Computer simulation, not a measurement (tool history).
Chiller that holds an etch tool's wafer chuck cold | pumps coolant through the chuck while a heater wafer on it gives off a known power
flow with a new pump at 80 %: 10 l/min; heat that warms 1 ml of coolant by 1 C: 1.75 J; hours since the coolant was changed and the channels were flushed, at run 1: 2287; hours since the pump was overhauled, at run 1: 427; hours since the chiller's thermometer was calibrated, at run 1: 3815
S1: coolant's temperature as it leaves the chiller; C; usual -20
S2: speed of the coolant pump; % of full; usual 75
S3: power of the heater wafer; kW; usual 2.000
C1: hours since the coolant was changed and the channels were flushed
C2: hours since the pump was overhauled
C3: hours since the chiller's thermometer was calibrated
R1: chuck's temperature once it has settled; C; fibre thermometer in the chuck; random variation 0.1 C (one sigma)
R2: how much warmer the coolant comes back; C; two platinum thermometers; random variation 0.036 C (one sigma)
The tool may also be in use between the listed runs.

run	hour	S1	S2	S3	C1	C2	C3	R1	R2
1	0.0	-20	75	2.000	2287	427	3815	-6.1	7.37
2	27.8	-20	75	2.000	2315	455	3843	-6.0	7.40
3	50.6	-20	75	2.000	2337	477	3865	-6.1	7.35
4	79.0	-20	75	2.000	2366	506	3894	-5.7	7.39
5	102.4	-20	75	2.000	2389	529	3917	-6.0	7.37
6	138.6	-20	75	1.465	2425	565	3953	-9.8	5.40
7	162.8	-20	75	1.465	2450	590	3977	-9.5	5.37
8	211.8	-20	90	1.465	2499	639	4027	-11.2	4.38
# hour 226.0: chiller's thermometer calibrated
9	253.9	-20	75	1.705	2540	680	28	-8.2	6.24
10	282.6	-20	75	2.000	2568	708	57	-6.1	7.36
11	330.8	-20	84	2.000	2617	757	105	-7.3	6.35
12	355.0	-20	84	2.000	2641	781	129	-7.5	6.43
13	382.4	-20	84	2.000	2668	808	156	-7.4	6.41
14	423.5	-20	84	2.000	2709	849	197	-7.4	6.47
15	466.4	-20	84	2.000	2752	892	240	-7.3	6.37
16	511.3	-27	75	2.000	2797	937	285	-12.9	7.22

Run 17 comes next. What will it give?
17	535.7	-20	79	2.269	2822	961	310	?	?

R1: -4.5 C
R2: 7.77 C
Without the tool's hidden state the same run would have given R1 -4.5 C, R2 7.91 C.
